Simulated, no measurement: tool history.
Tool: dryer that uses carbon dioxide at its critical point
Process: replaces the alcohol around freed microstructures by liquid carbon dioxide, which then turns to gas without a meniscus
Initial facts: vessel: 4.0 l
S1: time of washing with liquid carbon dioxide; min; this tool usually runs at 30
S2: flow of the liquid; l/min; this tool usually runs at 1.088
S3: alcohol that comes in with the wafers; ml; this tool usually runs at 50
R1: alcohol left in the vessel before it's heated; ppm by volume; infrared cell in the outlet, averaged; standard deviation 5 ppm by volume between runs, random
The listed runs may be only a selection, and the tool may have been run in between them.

run	hour	S1	S2	S3	R1
1	0	30	1.088	50	35
2	7	30	1.088	50	51
3	12.6	30	1.088	50	36
4	24.9	30	1.088	50	45
5	35.9	23	1.088	50	75
6	46.6	23	1.088	50	85
7	54.4	30	1.09	50	53
8	62.3	38	1.088	50	41
9	69	40	1.088	50	35
10	76.6	40	1.088	50	35
11	82.4	40	1.088	50	46
12	90.2	40	1.088	50	46
13	98.4	30	1.088	76	58
14	109.1	30	1.088	76	54
15	115.8	24	1.13	43	85
16	122.1	24	1.13	43	65
17	134.3	40	0.83	50	51
18	145.1	36	0.75	45	94
# hour 155: inlet filter changed
19	155.3	35	1.088	30	50
20	163.7	25	0.77	30	133
21	171.2	25	0.77	30	131
22	176.9	25	0.77	30	114
23	188.3	25	0.77	30	118
24	197.6	35	1.39	56	44
25	207.7	29	1.39	56	60
26	219.5	20	0.99	69	217
27	229.4	20	0.99	69	226

What if the next run were any one of these 5? Each begins from the tool's condition after run 27:
A	241.9	27	1.06	69	?
B	241.9	30	1.16	50	?
C	241.9	25	0.78	84	?
D	241.9	29	0.99	87	?
E	241.9	39	0.69	33	?

run	R1
A	72
B	48
C	280
D	75
E	78
Without the tool's hidden state the same runs would have given:
run	R1
A	18
B	0
C	189
D	19
E	25

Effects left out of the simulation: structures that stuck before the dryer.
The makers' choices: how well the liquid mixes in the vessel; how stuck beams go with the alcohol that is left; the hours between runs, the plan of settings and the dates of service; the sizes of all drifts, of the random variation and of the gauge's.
